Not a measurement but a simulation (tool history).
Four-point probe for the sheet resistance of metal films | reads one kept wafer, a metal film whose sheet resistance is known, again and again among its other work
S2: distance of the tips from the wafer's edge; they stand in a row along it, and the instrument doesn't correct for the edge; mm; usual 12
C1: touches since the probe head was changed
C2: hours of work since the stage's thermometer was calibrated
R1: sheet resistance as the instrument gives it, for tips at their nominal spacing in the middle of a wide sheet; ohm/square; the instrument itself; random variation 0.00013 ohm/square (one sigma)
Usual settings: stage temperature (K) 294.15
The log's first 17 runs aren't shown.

-- hour=1525.8 stage's thermometer calibrated, once more
run 18 hour=1567.6 | stage_temperature_(K)=302.15 S2=4 | C1=39158 C2=29 | R1=0.643867
run 19 hour=1705.9 | stage_temperature_(K)=294.15 S2=7 | C1=42176 C2=125 | R1=0.643107
run 20 hour=1766.8 | stage_temperature_(K)=303.15 S2=44 | C1=43505 C2=167 | R1=0.634998
run 21 hour=1894.8 | stage_temperature_(K)=306.15 S2=12 | C1=46298 C2=256 | R1=0.634187
run 22 hour=2029.2 | stage_temperature_(K)=306.15 S2=12 | C1=49229 C2=350 | R1=0.634330
run 23 hour=2103.9 | stage_temperature_(K)=306.15 S2=12 | C1=50860 C2=402 | R1=0.634453
run 24 hour=2207.0 | stage_temperature_(K)=304.15 S2=5 | C1=53110 C2=473 | R1=0.640057
run 25 hour=2322.4 | stage_temperature_(K)=292.15 S2=72 | C1=55628 C2=553 | R1=0.642440
run 26 hour=2443.6 | stage_temperature_(K)=292.15 S2=72 | C1=58272 C2=638 | R1=0.642366
run 27 hour=2563.5 | stage_temperature_(K)=292.15 S2=72 | C1=60889 C2=721 | R1=0.642578
run 28 hour=2676.4 | stage_temperature_(K)=292.15 S2=72 | C1=63352 C2=799 | R1=0.642471
run 29 hour=2775.7 | stage_temperature_(K)=298.15 S2=24 | C1=65519 C2=868 | R1=0.639177
run 30 hour=2858.8 | stage_temperature_(K)=306.15 S2=4 | C1=67331 C2=926 | R1=0.642750

5 ways to go on from here, each from the tool as it stands after run 30. What would each give?
run A hour=2939.2 | stage_temperature_(K)=295.15 S2=22 | C1=69085 C2=982 | R1=?
run B hour=2939.2 | stage_temperature_(K)=296.15 S2=14 | C1=69085 C2=982 | R1=?
run C hour=2939.2 | stage_temperature_(K)=291.15 S2=14 | C1=69085 C2=982 | R1=?
run D hour=2939.2 | stage_temperature_(K)=301.15 S2=17 | C1=69085 C2=982 | R1=?
run E hour=2939.2 | stage_temperature_(K)=294.15 S2=9 | C1=69085 C2=982 | R1=?

run=A R1=0.640873
run=B R1=0.640799
run=C R1=0.644112
run=D R1=0.637527
run=E R1=0.643197
Without the tool's hidden state the same runs would have given:
run=A R1=0.638423
run=B R1=0.638348
run=C R1=0.641657
run=D R1=0.635081
run=E R1=0.640741

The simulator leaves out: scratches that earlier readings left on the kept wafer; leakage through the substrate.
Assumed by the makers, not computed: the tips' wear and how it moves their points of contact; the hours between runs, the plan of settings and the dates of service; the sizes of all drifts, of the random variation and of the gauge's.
